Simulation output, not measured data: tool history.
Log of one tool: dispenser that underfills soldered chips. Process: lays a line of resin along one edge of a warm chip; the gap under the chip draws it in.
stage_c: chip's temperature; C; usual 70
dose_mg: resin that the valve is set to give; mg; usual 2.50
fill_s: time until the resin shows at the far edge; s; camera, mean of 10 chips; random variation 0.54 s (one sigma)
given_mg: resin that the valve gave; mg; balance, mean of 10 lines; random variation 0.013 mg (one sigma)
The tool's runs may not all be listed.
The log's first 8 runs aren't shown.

run,hour,stage_c,dose_mg,fill_s,given_mg
# hour 61.8: new syringe of resin
9,66.6,70,2.96,47.2,2.88
10,71.1,70,2.50,52.8,2.44
# hour 77.2: new syringe of resin
11,79.9,83,2.50,24.2,2.43
12,89.6,70,2.29,56.9,2.22
# hour 92.8: new syringe of resin
13,94.4,70,2.50,44.0,2.42
14,99.9,70,2.50,50.9,2.42
# hour 108.2: new syringe of resin
15,109.2,70,2.50,43.8,2.43
16,115.4,70,2.50,50.4,2.40
# hour 123.6: new syringe of resin
17,123.7,55,2.50,95.0,2.42
18,130.4,65,2.50,65.1,2.42
# hour 138.8: new syringe of resin
19,140.9,65,2.50,55.8,2.38
20,149.9,61,2.43,84.4,2.34
# hour 153.9: new syringe of resin
21,158.1,65,2.15,60.9,2.06
22,162.6,70,2.83,51.0,2.68
23,167.8,79,2.20,37.4,2.12
# hour 169.7: new syringe of resin
24,177.4,79,2.20,33.2,2.07
# hour 184.9: new syringe of resin
25,188.2,73,3.17,37.6,3.01
26,196.6,75,2.78,40.7,2.65

The next listed run, before its measurement:
# hour 200.7: new syringe of resin
# hour 204.7: dispensing valve cleaned and set on the balance
27,205.1,75,2.78,?,?

fill_s: 34.5 s
given_mg: 2.73 mg
Without the tool's hidden state the same run would have given fill_s 34.9 s, given_mg 2.74 mg.
